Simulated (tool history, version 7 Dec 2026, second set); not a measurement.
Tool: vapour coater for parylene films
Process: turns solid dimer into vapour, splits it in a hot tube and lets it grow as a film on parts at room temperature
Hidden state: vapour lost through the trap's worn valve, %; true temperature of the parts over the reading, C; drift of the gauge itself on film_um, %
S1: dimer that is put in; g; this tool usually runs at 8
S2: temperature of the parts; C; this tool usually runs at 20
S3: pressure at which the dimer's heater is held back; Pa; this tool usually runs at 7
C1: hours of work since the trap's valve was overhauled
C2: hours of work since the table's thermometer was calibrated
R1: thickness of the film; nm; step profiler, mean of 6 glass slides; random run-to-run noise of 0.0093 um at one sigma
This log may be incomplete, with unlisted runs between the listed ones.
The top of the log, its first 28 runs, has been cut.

run 29 hour=431 | S1=8 S2=19 S3=10.14 | C1=280 C2=12 | R1=1009
run 30 hour=447.4 | S1=8 S2=19 S3=10.14 | C1=288 C2=20 | R1=1003
run 31 hour=457 | S1=8 S2=15 S3=7 | C1=293 C2=25 | R1=1257
run 32 hour=475.5 | S1=4 S2=20 S3=7 | C1=302 C2=34 | R1=507
run 33 hour=492.6 | S1=5 S2=13 S3=7 | C1=310 C2=42 | R1=843
run 34 hour=511.1 | S1=8 S2=20 S3=7.19 | C1=319 C2=51 | R1=994
run 35 hour=533.3 | S1=4 S2=17 S3=6.61 | C1=330 C2=62 | R1=575
-- hour=544.1 table's thermometer calibrated, once more
run 36 hour=544.1 | S1=4 S2=17 S3=6.61 | C1=335 C2=0 | R1=591
run 37 hour=557.4 | S1=5 S2=20 S3=6.61 | C1=341 C2=7 | R1=643
run 38 hour=571.7 | S1=4 S2=13 S3=7 | C1=348 C2=14 | R1=661
run 39 hour=594.3 | S1=4 S2=13 S3=7 | C1=359 C2=25 | R1=679
run 40 hour=614.1 | S1=4 S2=13 S3=7 | C1=369 C2=34 | R1=681
run 41 hour=627.2 | S1=4 S2=13 S3=7 | C1=376 C2=41 | R1=671
run 42 hour=642.5 | S1=4 S2=13 S3=7 | C1=383 C2=48 | R1=658
-- hour=659.4 trap's valve overhauled
run 43 hour=665.7 | S1=4 S2=13 S3=7 | C1=3 C2=58 | R1=744
run 44 hour=679.5 | S1=7 S2=13 S3=4.05 | C1=10 C2=64 | R1=1389
run 45 hour=701.8 | S1=7 S2=13 S3=4.05 | C1=21 C2=75 | R1=1396
run 46 hour=721.1 | S1=7 S2=13 S3=4.05 | C1=30 C2=85 | R1=1398
run 47 hour=741.6 | S1=7 S2=13 S3=4.05 | C1=40 C2=95 | R1=1365
run 48 hour=754.1 | S1=7 S2=13 S3=4.05 | C1=46 C2=101 | R1=1393

Branching from run 48: 3 alternative next runs. What would each branch give?
run A hour=773.1 | S1=8 S2=20 S3=4.84 | C1=56 C2=110 | R1=?
run B hour=773.1 | S1=3 S2=12 S3=2.38 | C1=56 C2=110 | R1=?
run C hour=773.1 | S1=5 S2=29 S3=7 | C1=56 C2=110 | R1=?

run=A R1=1155
run=B R1=665
run=C R1=473
Take away the tool's hidden state, keep each run's random variation, and the runs would have read:
run=A R1=1181
run=B R1=680
run=C R1=483
